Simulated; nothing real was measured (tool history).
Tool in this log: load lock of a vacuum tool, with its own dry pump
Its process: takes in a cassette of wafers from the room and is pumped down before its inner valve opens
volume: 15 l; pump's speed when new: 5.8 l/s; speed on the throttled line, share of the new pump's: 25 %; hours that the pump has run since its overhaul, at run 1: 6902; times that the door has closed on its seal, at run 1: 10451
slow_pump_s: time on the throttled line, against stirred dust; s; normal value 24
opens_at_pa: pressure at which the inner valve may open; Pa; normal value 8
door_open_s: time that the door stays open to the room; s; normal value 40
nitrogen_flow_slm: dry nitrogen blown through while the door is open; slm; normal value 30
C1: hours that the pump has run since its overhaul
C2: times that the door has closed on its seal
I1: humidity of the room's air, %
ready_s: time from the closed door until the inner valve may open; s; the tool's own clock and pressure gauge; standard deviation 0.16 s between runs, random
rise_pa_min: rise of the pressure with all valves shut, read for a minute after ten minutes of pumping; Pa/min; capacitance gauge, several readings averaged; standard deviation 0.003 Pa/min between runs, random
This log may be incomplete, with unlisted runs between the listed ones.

Run 1, hour 0.0: usual settings; C1 6902; C2 10451; I1 43.3. Result: ready_s 43.4 s, rise_pa_min 0.103 Pa/min.
Run 2, hour 243.9: usual settings but nitrogen_flow_slm 26 slm; C1 7146; C2 10919; I1 42.4. Result: ready_s 43.6 s, rise_pa_min 0.110 Pa/min.
Run 3, hour 469.8: usual settings but nitrogen_flow_slm 26 slm; C1 7372; C2 11352; I1 45.7. Result: ready_s 43.5 s, rise_pa_min 0.113 Pa/min.
Run 4, hour 791.0: usual settings; C1 7693; C2 11969; I1 46.6. Result: ready_s 43.6 s, rise_pa_min 0.121 Pa/min.
Run 5, hour 1069.0: usual settings; C1 7971; C2 12502; I1 44.4. Result: ready_s 43.7 s, rise_pa_min 0.122 Pa/min.
Run 6, hour 1378.1: usual settings; C1 8280; C2 13095; I1 39.9. Result: ready_s 43.8 s, rise_pa_min 0.124 Pa/min.
Run 7, hour 1706.0: usual settings; C1 8608; C2 13725; I1 41.8. Result: ready_s 43.7 s, rise_pa_min 0.132 Pa/min.
Run 8, hour 2038.1: usual settings; C1 8940; C2 14362; I1 42.3. Result: ready_s 44.0 s, rise_pa_min 0.145 Pa/min.
Run 9, hour 2423.6: usual settings but opens_at_pa 14 Pa; C1 9326; C2 15102; I1 44.9. Result: ready_s 42.5 s, rise_pa_min 0.152 Pa/min.
Run 10, hour 2614.0: usual settings but opens_at_pa 14 Pa; C1 9516; C2 15467; I1 43.2. Result: ready_s 42.1 s, rise_pa_min 0.156 Pa/min.
Run 11, hour 2882.9: usual settings but slow_pump_s 32 s, opens_at_pa 14 Pa; C1 9785; C2 15983; I1 46.1. Result: ready_s 48.1 s, rise_pa_min 0.164 Pa/min.
Run 12, hour 3192.7: usual settings but slow_pump_s 32 s, opens_at_pa 14 Pa; C1 10095; C2 16577; I1 44.5. Result: ready_s 48.3 s, rise_pa_min 0.168 Pa/min.
Run 13, hour 3552.6: usual settings but slow_pump_s 18 s, opens_at_pa 10 Pa, door_open_s 82 s, nitrogen_flow_slm 19 slm; C1 10455; C2 17268; I1 42.0. Result: ready_s 39.0 s, rise_pa_min 0.192 Pa/min.
Run 14, hour 3812.9: usual settings but opens_at_pa 9 Pa; C1 10715; C2 17768; I1 41.8. Result: ready_s 44.0 s, rise_pa_min 0.182 Pa/min.
Run 15, hour 4081.7: usual settings but nitrogen_flow_slm 17 slm; C1 10984; C2 18283; I1 42.5. Result: ready_s 44.1 s, rise_pa_min 0.199 Pa/min.
Run 16, hour 4442.2: usual settings but opens_at_pa 6 Pa, nitrogen_flow_slm 4 slm; C1 11344; C2 18975; I1 42.4. Result: ready_s 44.9 s, rise_pa_min 0.217 Pa/min.

Here are 4 independent what-if runs from the current tool condition. What would each one return?
Run A, hour 4895.7: usual settings but slow_pump_s 45 s, opens_at_pa 6 Pa, nitrogen_flow_slm 27 slm; C1 11798; C2 19845; I1 46.0. Result: ready_s ?, rise_pa_min ?.
Run B, hour 4895.7: usual settings but opens_at_pa 11 Pa; C1 11798; C2 19845; I1 45.2. Result: ready_s ?, rise_pa_min ?.
Run C, hour 4895.7: usual settings but slow_pump_s 23 s, opens_at_pa 14 Pa, nitrogen_flow_slm 12 slm; C1 11798; C2 19845; I1 45.3. Result: ready_s ?, rise_pa_min ?.
Run D, hour 4895.7: usual settings but slow_pump_s 31 s, opens_at_pa 6 Pa, door_open_s 32 s, nitrogen_flow_slm 9 slm; C1 11798; C2 19845; I1 43.7. Result: ready_s ?, rise_pa_min ?.

run  ready_s  rise_pa_min
  A     60.7        0.211
  B     43.4        0.215
  C     42.1        0.225
  D     50.1        0.229
Without the tool's hidden state the same runs would have given:
run  ready_s  rise_pa_min
  A     59.4        0.041
  B     41.8        0.042
  C     40.5        0.051
  D     48.5        0.060

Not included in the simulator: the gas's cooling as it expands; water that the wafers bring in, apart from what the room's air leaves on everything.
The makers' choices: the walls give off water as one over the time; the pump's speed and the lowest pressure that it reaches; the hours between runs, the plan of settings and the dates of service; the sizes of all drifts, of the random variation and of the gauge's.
